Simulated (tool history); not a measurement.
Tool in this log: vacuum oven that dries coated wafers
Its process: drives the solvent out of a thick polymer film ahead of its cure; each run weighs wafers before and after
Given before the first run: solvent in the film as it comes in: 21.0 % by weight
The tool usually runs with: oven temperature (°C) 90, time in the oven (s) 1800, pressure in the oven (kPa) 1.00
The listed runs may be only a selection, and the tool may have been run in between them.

{"run": 1, "hour": 0.0, "oven temperature (°C)": 90, "time in the oven (s)": 1800, "pressure in the oven (kPa)": 1.0, "solvent left in the film (%)": 1.59}
{"run": 2, "hour": 40.9, "oven temperature (°C)": 90, "time in the oven (s)": 1800, "pressure in the oven (kPa)": 1.58, "solvent left in the film (%)": 1.89}
{"run": 3, "hour": 98.3, "oven temperature (°C)": 90, "time in the oven (s)": 1800, "pressure in the oven (kPa)": 1.58, "solvent left in the film (%)": 1.87}
{"run": 4, "hour": 150.9, "oven temperature (°C)": 90, "time in the oven (s)": 1800, "pressure in the oven (kPa)": 1.58, "solvent left in the film (%)": 1.92}
{"run": 5, "hour": 216.3, "oven temperature (°C)": 90, "time in the oven (s)": 1800, "pressure in the oven (kPa)": 1.58, "solvent left in the film (%)": 1.93}
{"run": 6, "hour": 252.5, "oven temperature (°C)": 90, "time in the oven (s)": 1800, "pressure in the oven (kPa)": 1.0, "solvent left in the film (%)": 1.47}
{"run": 7, "hour": 295.1, "oven temperature (°C)": 90, "time in the oven (s)": 1800, "pressure in the oven (kPa)": 1.0, "solvent left in the film (%)": 1.58}
{"run": 8, "hour": 337.0, "oven temperature (°C)": 90, "time in the oven (s)": 1800, "pressure in the oven (kPa)": 1.43, "solvent left in the film (%)": 1.83}
{"run": 9, "hour": 383.3, "oven temperature (°C)": 90, "time in the oven (s)": 1800, "pressure in the oven (kPa)": 1.43, "solvent left in the film (%)": 1.81}
{"run": 10, "hour": 430.2, "oven temperature (°C)": 93, "time in the oven (s)": 1800, "pressure in the oven (kPa)": 1.0, "solvent left in the film (%)": 1.19}
{"run": 11, "hour": 463.1, "oven temperature (°C)": 93, "time in the oven (s)": 1800, "pressure in the oven (kPa)": 1.0, "solvent left in the film (%)": 1.25}
{"run": 12, "hour": 491.2, "oven temperature (°C)": 93, "time in the oven (s)": 1800, "pressure in the oven (kPa)": 1.0, "solvent left in the film (%)": 1.14}
{"run": 13, "hour": 548.2, "oven temperature (°C)": 93, "time in the oven (s)": 1800, "pressure in the oven (kPa)": 1.0, "solvent left in the film (%)": 1.09}
{"run": 14, "hour": 606.1, "oven temperature (°C)": 93, "time in the oven (s)": 1800, "pressure in the oven (kPa)": 1.0, "solvent left in the film (%)": 1.15}
{"run": 15, "hour": 655.0, "oven temperature (°C)": 93, "time in the oven (s)": 1800, "pressure in the oven (kPa)": 1.0, "solvent left in the film (%)": 1.19}
{"run": 16, "hour": 688.2, "oven temperature (°C)": 76, "time in the oven (s)": 1800, "pressure in the oven (kPa)": 1.0, "solvent left in the film (%)": 3.96}
{"run": 17, "hour": 747.4, "oven temperature (°C)": 76, "time in the oven (s)": 1800, "pressure in the oven (kPa)": 1.0, "solvent left in the film (%)": 4.03}
{"run": 18, "hour": 775.0, "oven temperature (°C)": 90, "time in the oven (s)": 1800, "pressure in the oven (kPa)": 2.01, "solvent left in the film (%)": 2.12}
{"run": 19, "hour": 839.0, "oven temperature (°C)": 84, "time in the oven (s)": 1200, "pressure in the oven (kPa)": 0.87, "solvent left in the film (%)": 4.04}
{"run": 20, "hour": 893.7, "oven temperature (°C)": 77, "time in the oven (s)": 2160, "pressure in the oven (kPa)": 1.0, "solvent left in the film (%)": 2.98}
{"run": 21, "hour": 926.1, "oven temperature (°C)": 92, "time in the oven (s)": 2400, "pressure in the oven (kPa)": 1.19, "solvent left in the film (%)": 1.01}
{"run": 22, "hour": 956.7, "oven temperature (°C)": 97, "time in the oven (s)": 1380, "pressure in the oven (kPa)": 1.0, "solvent left in the film (%)": 1.28}
{"run": 23, "hour": 1008.5, "oven temperature (°C)": 90, "time in the oven (s)": 1800, "pressure in the oven (kPa)": 1.77, "solvent left in the film (%)": 1.96}
{"run": 24, "hour": 1064.4, "oven temperature (°C)": 90, "time in the oven (s)": 1800, "pressure in the oven (kPa)": 3.38, "solvent left in the film (%)": 2.87}
{"run": 25, "hour": 1129.5, "oven temperature (°C)": 95, "time in the oven (s)": 3060, "pressure in the oven (kPa)": 1.48, "solvent left in the film (%)": 1.01}
{"run": 26, "hour": 1176.4, "oven temperature (°C)": 105, "time in the oven (s)": 1440, "pressure in the oven (kPa)": 2.75, "solvent left in the film (%)": 1.28}
{"run": 27, "hour": 1239.2, "oven temperature (°C)": 105, "time in the oven (s)": 1440, "pressure in the oven (kPa)": 2.75, "solvent left in the film (%)": 1.36}
{"run": 28, "hour": 1287.3, "oven temperature (°C)": 105, "time in the oven (s)": 1440, "pressure in the oven (kPa)": 2.75, "solvent left in the film (%)": 1.3}
{"run": 29, "hour": 1344.8, "oven temperature (°C)": 105, "time in the oven (s)": 1440, "pressure in the oven (kPa)": 2.75, "solvent left in the film (%)": 1.33}
{"run": 30, "hour": 1404.9, "oven temperature (°C)": 105, "time in the oven (s)": 1800, "pressure in the oven (kPa)": 1.0, "solvent left in the film (%)": 0.5}
{"run": 31, "hour": 1464.9, "oven temperature (°C)": 105, "time in the oven (s)": 1800, "pressure in the oven (kPa)": 1.0, "solvent left in the film (%)": 0.51}
{"run": 32, "hour": 1507.3, "oven temperature (°C)": 85, "time in the oven (s)": 1800, "pressure in the oven (kPa)": 2.83, "solvent left in the film (%)": 3.44}

The logged runs with the hidden state left out (each run's random variation unchanged):
Hidden conditions of the tool in this case: true wafer temperature over the reading, C; true pressure over the reading, kPa; drift of the gauge itself on solvent_pct, %.
run=1 solvent_left_in_the_film_(%)=1.64
run=2 solvent_left_in_the_film_(%)=1.96
run=3 solvent_left_in_the_film_(%)=1.95
run=4 solvent_left_in_the_film_(%)=2.01
run=5 solvent_left_in_the_film_(%)=2.03
run=6 solvent_left_in_the_film_(%)=1.55
run=7 solvent_left_in_the_film_(%)=1.66
run=8 solvent_left_in_the_film_(%)=1.94
run=9 solvent_left_in_the_film_(%)=1.92
run=10 solvent_left_in_the_film_(%)=1.25
run=11 solvent_left_in_the_film_(%)=1.32
run=12 solvent_left_in_the_film_(%)=1.20
run=13 solvent_left_in_the_film_(%)=1.16
run=14 solvent_left_in_the_film_(%)=1.22
run=15 solvent_left_in_the_film_(%)=1.27
run=16 solvent_left_in_the_film_(%)=4.29
run=17 solvent_left_in_the_film_(%)=4.38
run=18 solvent_left_in_the_film_(%)=2.30
run=19 solvent_left_in_the_film_(%)=4.44
run=20 solvent_left_in_the_film_(%)=3.26
run=21 solvent_left_in_the_film_(%)=1.03
run=22 solvent_left_in_the_film_(%)=1.43
run=23 solvent_left_in_the_film_(%)=2.16
run=24 solvent_left_in_the_film_(%)=3.17
run=25 solvent_left_in_the_film_(%)=0.98
run=26 solvent_left_in_the_film_(%)=1.38
run=27 solvent_left_in_the_film_(%)=1.46
run=28 solvent_left_in_the_film_(%)=1.41
run=29 solvent_left_in_the_film_(%)=1.45
run=30 solvent_left_in_the_film_(%)=0.48
run=31 solvent_left_in_the_film_(%)=0.49
run=32 solvent_left_in_the_film_(%)=3.92
